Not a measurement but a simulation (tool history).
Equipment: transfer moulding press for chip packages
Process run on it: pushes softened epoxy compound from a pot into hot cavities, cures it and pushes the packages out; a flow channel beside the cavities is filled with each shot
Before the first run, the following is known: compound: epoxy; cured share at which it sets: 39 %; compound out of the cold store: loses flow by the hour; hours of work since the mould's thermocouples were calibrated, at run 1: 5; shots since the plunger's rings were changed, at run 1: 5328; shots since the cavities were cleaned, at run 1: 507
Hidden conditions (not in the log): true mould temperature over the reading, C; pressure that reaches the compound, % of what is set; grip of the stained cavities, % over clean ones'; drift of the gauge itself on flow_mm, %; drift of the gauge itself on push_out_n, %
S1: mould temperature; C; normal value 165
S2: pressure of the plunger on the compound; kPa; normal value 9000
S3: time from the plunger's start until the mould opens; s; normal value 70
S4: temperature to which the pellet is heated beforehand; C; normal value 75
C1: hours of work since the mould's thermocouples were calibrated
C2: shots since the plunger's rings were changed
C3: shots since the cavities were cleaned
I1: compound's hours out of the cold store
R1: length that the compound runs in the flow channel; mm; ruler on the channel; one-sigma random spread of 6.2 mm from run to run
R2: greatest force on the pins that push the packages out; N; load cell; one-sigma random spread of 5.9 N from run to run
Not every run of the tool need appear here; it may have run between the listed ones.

| run | hour | S1 | S2 | S3 | S4 | C1 | C2 | C3 | I1 | R1 | R2 |
|---|---|---|---|---|---|---|---|---|---|---|---|
| 1 | 0 | 165 | 9000 | 70 | 75 | 5 | 5328 | 507 | 26 | 590 | 274 |
| 2 | 6.1 | 165 | 9000 | 72 | 75 | 9 | 5395 | 574 | 11.3 | 613 | 285 |
| 3 | 15.5 | 172 | 9000 | 70 | 75 | 13 | 5499 | 678 | 47.3 | 537 | 245 |
| 4 | 23.1 | 165 | 9000 | 54 | 75 | 17 | 5583 | 762 | 43.4 | 563 | 476 |
| 5 | 31.8 | 165 | 7740 | 70 | 75 | 22 | 5679 | 858 | 40.7 | 523 | 301 |
|  | 41 | plunger's sealing rings changed |
| 6 | 44.1 | 165 | 9000 | 70 | 75 | 27 | 34 | 967 | 15.1 | 684 | 312 |
| 7 | 50.5 | 165 | 9000 | 70 | 75 | 30 | 105 | 1038 | 24 | 657 | 313 |
| 8 | 56.9 | 165 | 9000 | 70 | 75 | 34 | 176 | 1109 | 35.2 | 641 | 321 |
|  | 59.7 | cavities cleaned with cleaning compound and waxed |
| 9 | 66.5 | 165 | 9000 | 53 | 75 | 38 | 265 | 75 | 27.3 | 661 | 390 |
| 10 | 77.8 | 172 | 9000 | 53 | 75 | 44 | 390 | 200 | 29.7 | 630 | 278 |
| 11 | 84.7 | 172 | 9000 | 53 | 75 | 47 | 466 | 276 | 30.5 | 632 | 286 |
| 12 | 91 | 172 | 9000 | 53 | 75 | 50 | 536 | 346 | 34.1 | 630 | 280 |
| 13 | 102.2 | 160 | 9000 | 53 | 70 | 56 | 660 | 470 | 13.3 | 692 | 709 |
| 14 | 112 | 160 | 9000 | 53 | 70 | 61 | 769 | 579 | 23.6 | 674 | 711 |
| 15 | 118.2 | 163 | 9000 | 69 | 72 | 64 | 837 | 647 | 25.2 | 662 | 329 |
| 16 | 128.4 | 165 | 9000 | 70 | 83 | 70 | 950 | 760 | 43 | 621 | 284 |
| 17 | 138.2 | 158 | 9000 | 91 | 75 | 75 | 1058 | 868 | 43.2 | 633 | 278 |
| 18 | 144.5 | 158 | 9000 | 91 | 75 | 78 | 1128 | 938 | 8.7 | 701 | 305 |

The next listed run, before its measurement:
| 19 | 150 | 158 | 9000 | 91 | 75 | 81 | 1189 | 999 | 22.4 | ? | ? |

Run 19 gave R1 678 mm, R2 297 N.
The same run, on a tool lacking any hidden state, would have yielded R1 693 mm, R2 211 N.
